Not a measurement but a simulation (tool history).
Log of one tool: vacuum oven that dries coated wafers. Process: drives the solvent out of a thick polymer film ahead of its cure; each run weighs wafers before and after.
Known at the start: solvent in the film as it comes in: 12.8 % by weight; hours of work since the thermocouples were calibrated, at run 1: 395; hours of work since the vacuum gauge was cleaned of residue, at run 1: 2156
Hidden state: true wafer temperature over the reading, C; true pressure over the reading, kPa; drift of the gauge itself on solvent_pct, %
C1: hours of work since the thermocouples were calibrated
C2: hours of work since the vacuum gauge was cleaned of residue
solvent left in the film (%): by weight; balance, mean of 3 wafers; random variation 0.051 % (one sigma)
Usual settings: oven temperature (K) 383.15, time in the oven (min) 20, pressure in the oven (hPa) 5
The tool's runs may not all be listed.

run 1 hour=0 | oven_temperature_(K)=383.15 time_in_the_oven_(min)=20 pressure_in_the_oven_(hPa)=5 | C1=395 C2=2156 | solvent_left_in_the_film_(%)=0.87
run 2 hour=49.6 | oven_temperature_(K)=383.15 time_in_the_oven_(min)=20 pressure_in_the_oven_(hPa)=5 | C1=433 C2=2194 | solvent_left_in_the_film_(%)=0.85
run 3 hour=108.7 | oven_temperature_(K)=383.15 time_in_the_oven_(min)=20 pressure_in_the_oven_(hPa)=5 | C1=478 C2=2239 | solvent_left_in_the_film_(%)=0.73
run 4 hour=177.5 | oven_temperature_(K)=383.15 time_in_the_oven_(min)=20 pressure_in_the_oven_(hPa)=5 | C1=531 C2=2292 | solvent_left_in_the_film_(%)=0.76
run 5 hour=232 | oven_temperature_(K)=383.15 time_in_the_oven_(min)=20 pressure_in_the_oven_(hPa)=5 | C1=573 C2=2334 | solvent_left_in_the_film_(%)=0.71
run 6 hour=289.2 | oven_temperature_(K)=383.15 time_in_the_oven_(min)=20 pressure_in_the_oven_(hPa)=5 | C1=616 C2=2378 | solvent_left_in_the_film_(%)=0.79
run 7 hour=325.6 | oven_temperature_(K)=383.15 time_in_the_oven_(min)=20 pressure_in_the_oven_(hPa)=5 | C1=644 C2=2406 | solvent_left_in_the_film_(%)=0.74
run 8 hour=385.7 | oven_temperature_(K)=383.15 time_in_the_oven_(min)=20 pressure_in_the_oven_(hPa)=3.38 | C1=690 C2=2452 | solvent_left_in_the_film_(%)=0.67
run 9 hour=417.1 | oven_temperature_(K)=383.15 time_in_the_oven_(min)=15 pressure_in_the_oven_(hPa)=5 | C1=714 C2=2476 | solvent_left_in_the_film_(%)=1.31
run 10 hour=477.8 | oven_temperature_(K)=383.15 time_in_the_oven_(min)=15 pressure_in_the_oven_(hPa)=5 | C1=761 C2=2522 | solvent_left_in_the_film_(%)=1.28
run 11 hour=540.3 | oven_temperature_(K)=383.15 time_in_the_oven_(min)=15 pressure_in_the_oven_(hPa)=5 | C1=809 C2=2570 | solvent_left_in_the_film_(%)=1.29
run 12 hour=611.5 | oven_temperature_(K)=383.15 time_in_the_oven_(min)=20 pressure_in_the_oven_(hPa)=5 | C1=863 C2=2625 | solvent_left_in_the_film_(%)=0.86
run 13 hour=662.2 | oven_temperature_(K)=383.15 time_in_the_oven_(min)=20 pressure_in_the_oven_(hPa)=5 | C1=902 C2=2664 | solvent_left_in_the_film_(%)=0.77
run 14 hour=707.4 | oven_temperature_(K)=383.15 time_in_the_oven_(min)=20 pressure_in_the_oven_(hPa)=5 | C1=937 C2=2698 | solvent_left_in_the_film_(%)=0.78
run 15 hour=769.7 | oven_temperature_(K)=383.15 time_in_the_oven_(min)=28 pressure_in_the_oven_(hPa)=3.24 | C1=985 C2=2746 | solvent_left_in_the_film_(%)=0.32
run 16 hour=804.1 | oven_temperature_(K)=379.15 time_in_the_oven_(min)=23 pressure_in_the_oven_(hPa)=3.16 | C1=1011 C2=2772 | solvent_left_in_the_film_(%)=0.9
run 17 hour=849.2 | oven_temperature_(K)=379.15 time_in_the_oven_(min)=23 pressure_in_the_oven_(hPa)=3.16 | C1=1046 C2=2807 | solvent_left_in_the_film_(%)=0.92
run 18 hour=899.6 | oven_temperature_(K)=379.15 time_in_the_oven_(min)=23 pressure_in_the_oven_(hPa)=3.16 | C1=1084 C2=2846 | solvent_left_in_the_film_(%)=1.01
run 19 hour=976.8 | oven_temperature_(K)=385.15 time_in_the_oven_(min)=11 pressure_in_the_oven_(hPa)=5.42 | C1=1144 C2=2905 | solvent_left_in_the_film_(%)=1.78
run 20 hour=1048.2 | oven_temperature_(K)=385.15 time_in_the_oven_(min)=11 pressure_in_the_oven_(hPa)=5.42 | C1=1198 C2=2960 | solvent_left_in_the_film_(%)=1.8
run 21 hour=1106.9 | oven_temperature_(K)=386.15 time_in_the_oven_(min)=21 pressure_in_the_oven_(hPa)=8.03 | C1=1243 C2=3005 | solvent_left_in_the_film_(%)=0.6
run 22 hour=1157.4 | oven_temperature_(K)=386.15 time_in_the_oven_(min)=21 pressure_in_the_oven_(hPa)=8.03 | C1=1282 C2=3043 | solvent_left_in_the_film_(%)=0.64
run 23 hour=1229.6 | oven_temperature_(K)=386.15 time_in_the_oven_(min)=21 pressure_in_the_oven_(hPa)=8.03 | C1=1337 C2=3099 | solvent_left_in_the_film_(%)=0.64
run 24 hour=1270.5 | oven_temperature_(K)=386.15 time_in_the_oven_(min)=19 pressure_in_the_oven_(hPa)=8.03 | C1=1369 C2=3130 | solvent_left_in_the_film_(%)=0.76
run 25 hour=1347.8 | oven_temperature_(K)=386.15 time_in_the_oven_(min)=19 pressure_in_the_oven_(hPa)=8.03 | C1=1428 C2=3189 | solvent_left_in_the_film_(%)=0.76
run 26 hour=1380.3 | oven_temperature_(K)=397.15 time_in_the_oven_(min)=19 pressure_in_the_oven_(hPa)=16.32 | C1=1453 C2=3214 | solvent_left_in_the_film_(%)=0.58
run 27 hour=1424.4 | oven_temperature_(K)=394.15 time_in_the_oven_(min)=20 pressure_in_the_oven_(hPa)=3.93 | C1=1487 C2=3248 | solvent_left_in_the_film_(%)=0.19
-- hour=1435.2 vacuum gauge cleaned of residue and calibrated
run 28 hour=1458.7 | oven_temperature_(K)=377.15 time_in_the_oven_(min)=20 pressure_in_the_oven_(hPa)=7.32 | C1=1512 C2=18 | solvent_left_in_the_film_(%)=1.77

3 ways to go on from here, each from the tool as it stands after run 28. What would each give?
run A hour=1503.6 | oven_temperature_(K)=377.15 time_in_the_oven_(min)=13 pressure_in_the_oven_(hPa)=7.32 | C1=1546 C2=52 | solvent_left_in_the_film_(%)=?
run B hour=1503.6 | oven_temperature_(K)=377.15 time_in_the_oven_(min)=20 pressure_in_the_oven_(hPa)=4.5 | C1=1546 C2=52 | solvent_left_in_the_film_(%)=?
run C hour=1503.6 | oven_temperature_(K)=383.15 time_in_the_oven_(min)=20 pressure_in_the_oven_(hPa)=14.92 | C1=1546 C2=52 | solvent_left_in_the_film_(%)=?

run=A solvent_left_in_the_film_(%)=3.18
run=B solvent_left_in_the_film_(%)=1.7
run=C solvent_left_in_the_film_(%)=1.16
Without the tool's hidden state the same runs would have given:
run=A solvent_left_in_the_film_(%)=3.16
run=B solvent_left_in_the_film_(%)=1.68
run=C solvent_left_in_the_film_(%)=1.15
